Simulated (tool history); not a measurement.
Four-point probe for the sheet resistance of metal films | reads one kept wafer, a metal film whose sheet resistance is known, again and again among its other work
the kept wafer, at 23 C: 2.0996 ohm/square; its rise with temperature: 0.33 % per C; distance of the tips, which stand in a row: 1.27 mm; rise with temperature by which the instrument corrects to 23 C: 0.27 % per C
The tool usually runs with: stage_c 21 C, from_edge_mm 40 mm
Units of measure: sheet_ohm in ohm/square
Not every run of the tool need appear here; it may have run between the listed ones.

run,hour,stage_c,from_edge_mm,sheet_ohm
1,0,21,40,2.098756
2,106.5,21,40,2.098775
3,175.6,21,40,2.099416
4,253.2,21,40,2.099825
5,331.5,21,40,2.100583
6,400.3,21,40,2.101213
7,465.8,21,40,2.101796
8,595.6,21,40,2.102076
9,669.3,21,7,2.13843
10,790.8,21,7,2.139282
11,900.7,21,7,2.140835
12,1000.2,21,40,2.105497
13,1092.4,21,40,2.107053
14,1166.1,27,40,2.114736
15,1276.6,27,40,2.11563
16,1354.1,27,28,2.11748
17,1467.4,27,28,2.117372
18,1574.5,27,28,2.119011
19,1678.5,27,28,2.119997
20,1735.2,24,54,2.113582
21,1855.6,24,54,2.114626
22,1912.2,27,37,2.119999
23,2010.2,27,37,2.121036
24,2076.3,19,4,2.217064
25,2150.5,32,4,2.235491
26,2243.8,20,4,2.222229
27,2327.7,30,40,2.126347
28,2386.2,29,5,2.196491
29,2442.9,21,38,2.116184
30,2506.2,35,67,2.133638
31,2562,21,31,2.117569
32,2654.8,34,54,2.117316
33,2761.9,25,10,2.124499

Put back what was entered between runs (1 entry, withheld): which listed runs does each sit between, and how does the hidden state differ from the listed run before to the listed run after?
Logged between run 31 and run 32: new probe head fitted (hour 2654.8)
  inner tips' distance over the nominal, %: 0.97 -> 0.283; tips' flats over new ones', %: 85 -> 0; wafer's true temperature over the reading, C: -0.44 -> -0.45
  the result without the hidden state subtracted from the measured one, sheet_ohm: +0.018996 -> +0.00346 ohm/square
